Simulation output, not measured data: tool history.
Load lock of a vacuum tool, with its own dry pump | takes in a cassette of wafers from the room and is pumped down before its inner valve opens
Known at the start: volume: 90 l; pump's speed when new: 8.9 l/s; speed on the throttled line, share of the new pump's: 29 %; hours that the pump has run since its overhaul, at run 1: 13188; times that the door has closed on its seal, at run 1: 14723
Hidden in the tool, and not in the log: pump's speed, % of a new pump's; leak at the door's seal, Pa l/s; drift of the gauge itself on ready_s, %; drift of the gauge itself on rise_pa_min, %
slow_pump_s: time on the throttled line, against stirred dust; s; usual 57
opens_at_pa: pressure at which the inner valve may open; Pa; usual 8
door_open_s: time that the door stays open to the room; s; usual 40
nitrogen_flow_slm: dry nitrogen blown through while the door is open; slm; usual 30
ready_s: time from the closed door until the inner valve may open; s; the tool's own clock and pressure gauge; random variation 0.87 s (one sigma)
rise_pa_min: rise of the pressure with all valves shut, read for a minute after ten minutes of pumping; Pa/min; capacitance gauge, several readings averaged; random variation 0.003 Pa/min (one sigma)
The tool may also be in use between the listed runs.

run	day	slow_pump_s	opens_at_pa	door_open_s	nitrogen_flow_slm	hours that the pump has run since its overhaul	times that the door has closed on its seal	incoming humidity of the room's air, %	ready_s	rise_pa_min
1	0.000	57	8	40	30	13188	14723	45.4	157.5	0.036
2	13.279	57	8	40	30	13507	15943	41.2	158.9	0.038
3	29.471	57	8	40	30	13895	17429	43.7	159.1	0.035
# day 48.754: dry pump taken out, an overhauled one fitted
4	52.933	57	8	40	30	100	19561	45.4	136.5	0.036
5	75.217	57	8	40	35	635	21607	46.6	137.3	0.044
6	91.983	57	8	40	35	1037	23146	47.1	137.4	0.047
7	121.108	57	8	40	35	1737	25821	44.2	137.4	0.055
8	137.675	57	8	120	30	2134	27342	44.6	138.6	0.065
9	161.025	57	8	120	30	2695	29486	43.8	138.7	0.067
10	176.017	46	8	120	30	3054	30863	46.6	133.3	0.074
11	204.904	46	8	120	30	3748	33515	44.3	135.8	0.074
12	220.179	46	8	120	24	4114	34918	46.6	136.0	0.086
13	235.321	46	8	120	24	4478	36308	48.4	133.9	0.091
14	254.900	46	8	120	24	4948	38106	46.6	135.5	0.096
15	271.067	57	8	226	30	5336	39591	43.7	144.9	0.095
16	285.742	57	8	40	7	5688	40938	45.5	145.4	0.108
17	308.967	57	8	40	7	6245	43071	40.2	146.0	0.107
18	326.558	49	8	40	30	6667	44686	45.0	142.4	0.107
19	350.121	57	6	66	18	7233	46850	44.6	151.1	0.123
20	368.633	57	8	61	11	7677	48550	45.4	148.9	0.129
21	382.683	57	11	61	26	8014	49840	44.5	146.2	0.124
22	403.592	57	11	61	26	8516	51760	46.0	147.7	0.137
23	417.846	59	8	40	43	8858	53069	46.5	153.3	0.136
24	441.762	59	8	40	43	9432	55265	43.9	152.9	0.144
25	456.525	59	16	84	7	9786	56620	48.1	143.1	0.165
26	471.225	59	16	84	7	10139	57970	46.1	146.7	0.178
27	488.321	59	9	172	23	10550	59540	43.6	154.4	0.171
# day 496.154: door's seal changed, seat wiped
28	507.729	59	9	172	23	11014	1063	43.6	155.3	0.018
29	531.167	78	7	32	23	11576	3215	48.4	171.7	0.017
30	554.275	37	7	32	23	12131	5337	40.9	146.8	0.011
31	583.279	37	7	32	23	12827	8000	44.8	145.8	0.021
32	599.583	57	8	38	6	13218	9497	44.8	157.1	0.032
33	615.317	35	8	60	23	13596	10942	44.2	146.0	0.028
34	631.296	93	9	133	28	13980	12409	45.3	182.7	0.031

How the hidden state differs across the entries between the runs, from the last listed run before each to the first after it:
Between runs 3 and 4: dry pump taken out, an overhauled one fitted (day 48.754)
  pump's speed, % of a new pump's: 76.7 -> 99.7; leak at the door's seal, Pa l/s: 0.0439 -> 0.05
  measured less the result without the state, ready_s: +24.1 -> +0.2 s; rise_pa_min: +0.027 -> +0.032 Pa/min
Between runs 27 and 28: door's seal changed, seat wiped (day 496.154)
  pump's speed, % of a new pump's: 81.6 -> 80.8; leak at the door's seal, Pa l/s: 0.2311 -> 0.003
  measured less the result without the state, ready_s: +17.7 -> +18.6 s; rise_pa_min: +0.152 -> +0.001 Pa/min
